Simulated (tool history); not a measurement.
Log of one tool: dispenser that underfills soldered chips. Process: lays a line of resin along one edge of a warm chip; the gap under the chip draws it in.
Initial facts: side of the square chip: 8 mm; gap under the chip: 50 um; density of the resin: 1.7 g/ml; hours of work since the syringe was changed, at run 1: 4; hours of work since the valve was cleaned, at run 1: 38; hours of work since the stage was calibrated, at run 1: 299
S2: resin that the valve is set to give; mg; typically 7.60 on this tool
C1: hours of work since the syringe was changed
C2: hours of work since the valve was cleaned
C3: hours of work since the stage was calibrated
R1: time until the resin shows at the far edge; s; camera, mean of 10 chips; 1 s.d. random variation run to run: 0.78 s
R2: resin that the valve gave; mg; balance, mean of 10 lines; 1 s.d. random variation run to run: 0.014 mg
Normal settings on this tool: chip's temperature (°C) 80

{"run": 1, "hour": 0.0, "chip's temperature (°C)": 80, "S2": 7.6, "C1": 4, "C2": 38, "C3": 299, "R1": 116.5, "R2": 7.37}
{"hour": 8.8, "done": "new syringe of resin"}
{"hour": 11.0, "done": "dispensing valve cleaned and set on the balance"}
{"run": 2, "hour": 13.4, "chip's temperature (°C)": 80, "S2": 7.6, "C1": 2, "C2": 1, "C3": 306, "R1": 92.5, "R2": 7.57}
{"run": 3, "hour": 21.5, "chip's temperature (°C)": 80, "S2": 8.8, "C1": 7, "C2": 7, "C3": 311, "R1": 136.6, "R2": 8.73}
{"hour": 25.4, "done": "new syringe of resin"}
{"run": 4, "hour": 33.9, "chip's temperature (°C)": 80, "S2": 7.6, "C1": 5, "C2": 14, "C3": 319, "R1": 120.7, "R2": 7.49}
{"hour": 41.1, "done": "new syringe of resin"}
{"run": 5, "hour": 46.3, "chip's temperature (°C)": 80, "S2": 7.6, "C1": 3, "C2": 22, "C3": 327, "R1": 102.5, "R2": 7.47}
{"hour": 57.0, "done": "new syringe of resin"}
{"run": 6, "hour": 57.2, "chip's temperature (°C)": 80, "S2": 7.6, "C1": 0, "C2": 29, "C3": 333, "R1": 79.0, "R2": 7.41}
{"run": 7, "hour": 69.2, "chip's temperature (°C)": 80, "S2": 9.73, "C1": 8, "C2": 36, "C3": 341, "R1": 146.0, "R2": 9.41}
{"hour": 72.8, "done": "new syringe of resin"}
{"run": 8, "hour": 79.9, "chip's temperature (°C)": 80, "S2": 9.73, "C1": 5, "C2": 43, "C3": 348, "R1": 112.8, "R2": 9.37}
{"hour": 82.7, "done": "dispensing valve cleaned and set on the balance"}
{"run": 9, "hour": 88.7, "chip's temperature (°C)": 80, "S2": 9.73, "C1": 9, "C2": 4, "C3": 352, "R1": 168.6, "R2": 9.66}
{"hour": 90.1, "done": "new syringe of resin"}
{"run": 10, "hour": 99.2, "chip's temperature (°C)": 80, "S2": 9.73, "C1": 6, "C2": 10, "C3": 359, "R1": 121.0, "R2": 9.62}
{"hour": 106.4, "done": "new syringe of resin"}
{"run": 11, "hour": 111.8, "chip's temperature (°C)": 80, "S2": 9.73, "C1": 3, "C2": 18, "C3": 367, "R1": 99.4, "R2": 9.56}
{"hour": 122.4, "done": "new syringe of resin"}
{"run": 12, "hour": 123.2, "chip's temperature (°C)": 80, "S2": 9.73, "C1": 1, "C2": 25, "C3": 374, "R1": 80.3, "R2": 9.5}
{"run": 13, "hour": 133.5, "chip's temperature (°C)": 71, "S2": 9.73, "C1": 7, "C2": 32, "C3": 380, "R1": 199.1, "R2": 9.44}
{"hour": 138.0, "done": "new syringe of resin"}
{"run": 14, "hour": 147.0, "chip's temperature (°C)": 80, "S2": 7.6, "C1": 6, "C2": 40, "C3": 389, "R1": 124.9, "R2": 7.32}
{"hour": 154.0, "done": "new syringe of resin"}
{"hour": 155.0, "done": "dispensing valve cleaned and set on the balance"}
{"run": 15, "hour": 162.6, "chip's temperature (°C)": 95, "S2": 7.6, "C1": 5, "C2": 5, "C3": 398, "R1": 64.6, "R2": 7.59}
{"hour": 170.7, "done": "new syringe of resin"}
{"run": 16, "hour": 176.2, "chip's temperature (°C)": 95, "S2": 7.6, "C1": 3, "C2": 13, "C3": 406, "R1": 59.7, "R2": 7.54}
{"run": 17, "hour": 185.5, "chip's temperature (°C)": 95, "S2": 7.6, "C1": 9, "C2": 19, "C3": 412, "R1": 97.0, "R2": 7.53}
{"hour": 186.7, "done": "new syringe of resin"}
{"run": 18, "hour": 197.4, "chip's temperature (°C)": 80, "S2": 9.64, "C1": 7, "C2": 26, "C3": 419, "R1": 134.7, "R2": 9.43}
{"hour": 202.1, "done": "new syringe of resin"}
{"run": 19, "hour": 207.1, "chip's temperature (°C)": 80, "S2": 9.64, "C1": 3, "C2": 32, "C3": 425, "R1": 99.7, "R2": 9.4}
{"hour": 217.6, "done": "new syringe of resin"}
{"run": 20, "hour": 218.9, "chip's temperature (°C)": 94, "S2": 8.32, "C1": 1, "C2": 40, "C3": 432, "R1": 50.3, "R2": 8.07}
{"hour": 226.8, "done": "dispensing valve cleaned and set on the balance"}
{"run": 21, "hour": 230.6, "chip's temperature (°C)": 82, "S2": 9.28, "C1": 8, "C2": 2, "C3": 439, "R1": 137.6, "R2": 9.29}
{"hour": 234.7, "done": "new syringe of resin"}
{"run": 22, "hour": 242.7, "chip's temperature (°C)": 80, "S2": 7.49, "C1": 5, "C2": 10, "C3": 447, "R1": 123.3, "R2": 7.46}
{"hour": 250.5, "done": "new syringe of resin"}
{"run": 23, "hour": 252.0, "chip's temperature (°C)": 85, "S2": 6.51, "C1": 1, "C2": 16, "C3": 452, "R1": 76.8, "R2": 6.44}
{"hour": 266.2, "done": "new syringe of resin"}
{"run": 24, "hour": 266.2, "chip's temperature (°C)": 74, "S2": 8.84, "C1": 0, "C2": 24, "C3": 461, "R1": 105.2, "R2": 8.68}
{"run": 25, "hour": 273.4, "chip's temperature (°C)": 90, "S2": 8.84, "C1": 5, "C2": 29, "C3": 466, "R1": 79.8, "R2": 8.64}
{"hour": 282.6, "done": "new syringe of resin"}
{"run": 26, "hour": 282.6, "chip's temperature (°C)": 71, "S2": 8.55, "C1": 0, "C2": 35, "C3": 471, "R1": 118.3, "R2": 8.33}
{"run": 27, "hour": 294.0, "chip's temperature (°C)": 67, "S2": 8.46, "C1": 7, "C2": 42, "C3": 479, "R1": 251.9, "R2": 8.16}
{"hour": 298.2, "done": "new syringe of resin"}
{"hour": 299.2, "done": "dispensing valve cleaned and set on the balance"}
{"run": 28, "hour": 308.6, "chip's temperature (°C)": 67, "S2": 8.46, "C1": 6, "C2": 6, "C3": 487, "R1": 229.5, "R2": 8.42}
{"hour": 315.0, "done": "new syringe of resin"}
{"run": 29, "hour": 319.8, "chip's temperature (°C)": 67, "S2": 8.46, "C1": 3, "C2": 13, "C3": 494, "R1": 182.4, "R2": 8.38}
{"hour": 330.5, "done": "new syringe of resin"}
{"run": 30, "hour": 333.4, "chip's temperature (°C)": 67, "S2": 8.46, "C1": 2, "C2": 21, "C3": 502, "R1": 165.6, "R2": 8.34}
{"hour": 346.2, "done": "new syringe of resin"}
{"run": 31, "hour": 346.2, "chip's temperature (°C)": 92, "S2": 7.48, "C1": 0, "C2": 29, "C3": 510, "R1": 52.2, "R2": 7.33}
{"run": 32, "hour": 356.3, "chip's temperature (°C)": 82, "S2": 8.54, "C1": 6, "C2": 36, "C3": 517, "R1": 130.4, "R2": 8.34}
{"hour": 362.0, "done": "new syringe of resin"}
{"run": 33, "hour": 363.2, "chip's temperature (°C)": 88, "S2": 9.09, "C1": 1, "C2": 40, "C3": 521, "R1": 61.2, "R2": 8.83}
{"hour": 371.1, "done": "dispensing valve cleaned and set on the balance"}
{"run": 34, "hour": 375.1, "chip's temperature (°C)": 67, "S2": 7.95, "C1": 8, "C2": 3, "C3": 528, "R1": 259.6, "R2": 7.93}

Below are 3 alternative next runs, each starting from the tool's condition after run 34. Predict each:
{"hour": 378.8, "done": "new syringe of resin"}
{"run": "A", "hour": 388.3, "chip's temperature (°C)": 67, "S2": 8.66, "C1": 6, "C2": 11, "C3": 536, "R1": "?", "R2": "?"}
{"hour": 378.8, "done": "new syringe of resin"}
{"run": "B", "hour": 388.3, "chip's temperature (°C)": 80, "S2": 6.96, "C1": 6, "C2": 11, "C3": 536, "R1": "?", "R2": "?"}
{"hour": 378.8, "done": "new syringe of resin"}
{"run": "C", "hour": 388.3, "chip's temperature (°C)": 75, "S2": 8.15, "C1": 6, "C2": 11, "C3": 536, "R1": "?", "R2": "?"}

run=A R1=230.7 R2=8.59
run=B R1=140.6 R2=6.92
run=C R1=164.5 R2=8.07
With the hidden condition removed and each run's random variation left untouched, the same runs would have given:
run=A R1=118.8 R2=8.66
run=B R1=73.4 R2=6.97
run=C R1=85.6 R2=8.13
